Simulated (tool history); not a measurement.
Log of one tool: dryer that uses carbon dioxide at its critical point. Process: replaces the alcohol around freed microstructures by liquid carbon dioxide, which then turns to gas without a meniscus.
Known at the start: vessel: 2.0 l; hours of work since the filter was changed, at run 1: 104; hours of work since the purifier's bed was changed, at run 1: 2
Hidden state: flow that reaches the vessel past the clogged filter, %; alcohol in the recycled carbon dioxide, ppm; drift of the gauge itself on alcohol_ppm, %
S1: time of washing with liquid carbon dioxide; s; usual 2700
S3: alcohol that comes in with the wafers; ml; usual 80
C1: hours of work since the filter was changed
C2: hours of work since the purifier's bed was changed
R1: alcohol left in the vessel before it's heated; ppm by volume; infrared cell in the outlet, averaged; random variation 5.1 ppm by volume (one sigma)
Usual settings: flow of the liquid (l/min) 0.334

Run 1, hour 0.0: usual settings; C1 104; C2 2. Result: R1 112 ppm by volume.
Run 2, hour 15.3: usual settings; C1 111; C2 8. Result: R1 116 ppm by volume.
Run 3, hour 26.2: usual settings but S3 72 ml; C1 115; C2 13. Result: R1 115 ppm by volume.
Run 4, hour 38.7: usual settings but flow of the liquid (l/min) 0.477; C1 121; C2 19. Result: R1 11 ppm by volume.
Run 5, hour 52.7: usual settings but flow of the liquid (l/min) 0.477; C1 127; C2 25. Result: R1 14 ppm by volume.
Run 6, hour 61.2: usual settings but flow of the liquid (l/min) 0.270; C1 131; C2 29. Result: R1 416 ppm by volume.
Run 7, hour 69.7: usual settings but flow of the liquid (l/min) 0.270; C1 135; C2 33. Result: R1 436 ppm by volume.
Run 8, hour 77.1: usual settings but flow of the liquid (l/min) 0.270; C1 138; C2 36. Result: R1 448 ppm by volume.
Run 9, hour 85.1: usual settings but flow of the liquid (l/min) 0.270; C1 142; C2 39. Result: R1 431 ppm by volume.
Run 10, hour 93.6: usual settings but S1 1860 s, flow of the liquid (l/min) 0.270; C1 145; C2 43. Result: R1 1777 ppm by volume.
Run 11, hour 102.0: usual settings but S1 2400 s; C1 149; C2 47. Result: R1 275 ppm by volume.
Run 12, hour 114.2: usual settings but S1 2400 s; C1 155; C2 52. Result: R1 283 ppm by volume.
Run 13, hour 124.3: usual settings; C1 159; C2 57. Result: R1 160 ppm by volume.
Run 14, hour 140.4: usual settings but S1 2520 s, flow of the liquid (l/min) 0.208, S3 22 ml; C1 166; C2 64. Result: R1 478 ppm by volume.
Run 15, hour 154.0: usual settings but S1 3420 s; C1 172; C2 70. Result: R1 48 ppm by volume.
Run 16, hour 167.4: usual settings but S1 3900 s, flow of the liquid (l/min) 0.253, S3 120 ml; C1 178; C2 76. Result: R1 180 ppm by volume.
At hour 175.3: inlet filter changed.
Run 17, hour 179.7: usual settings but flow of the liquid (l/min) 0.271; C1 2; C2 81. Result: R1 235 ppm by volume.
Run 18, hour 186.7: usual settings but flow of the liquid (l/min) 0.271; C1 5; C2 84. Result: R1 231 ppm by volume.
Run 19, hour 202.7: usual settings but flow of the liquid (l/min) 0.514, S3 35 ml; C1 12; C2 91. Result: R1 11 ppm by volume.
Run 20, hour 211.7: usual settings but S1 2040 s, flow of the liquid (l/min) 0.514, S3 28 ml; C1 16; C2 95. Result: R1 20 ppm by volume.
Run 21, hour 223.1: usual settings but S1 2040 s, flow of the liquid (l/min) 0.514, S3 28 ml; C1 21; C2 100. Result: R1 31 ppm by volume.
Run 22, hour 237.5: usual settings but S1 2100 s, flow of the liquid (l/min) 0.486, S3 41 ml; C1 28; C2 107. Result: R1 33 ppm by volume.
Run 23, hour 251.9: usual settings but S1 2100 s, flow of the liquid (l/min) 0.486, S3 41 ml; C1 34; C2 113. Result: R1 31 ppm by volume.
Run 24, hour 259.6: usual settings but S1 2100 s, flow of the liquid (l/min) 0.486, S3 41 ml; C1 38; C2 117. Result: R1 22 ppm by volume.
Run 25, hour 267.9: usual settings but flow of the liquid (l/min) 0.206, S3 23 ml; C1 41; C2 120. Result: R1 272 ppm by volume.

Forecast each of these 4 alternatives for the next run:
Run A, hour 283.7: usual settings but S1 3540 s, flow of the liquid (l/min) 0.290, S3 23 ml; C1 48; C2 127. Result: R1 ?.
Run B, hour 283.7: usual settings but flow of the liquid (l/min) 0.206, S3 93 ml; C1 48; C2 127. Result: R1 ?.
Run C, hour 283.7: usual settings but flow of the liquid (l/min) 0.305; C1 48; C2 127. Result: R1 ?.
Run D, hour 283.7: usual settings but S1 2040 s, flow of the liquid (l/min) 0.251, S3 35 ml; C1 48; C2 127. Result: R1 ?.

run    R1
  A    31
  B  1098
  C   163
  D   556
Without the tool's hidden state the same runs would have given:
run   R1
  A   16
  B  912
  C  118
  D  463
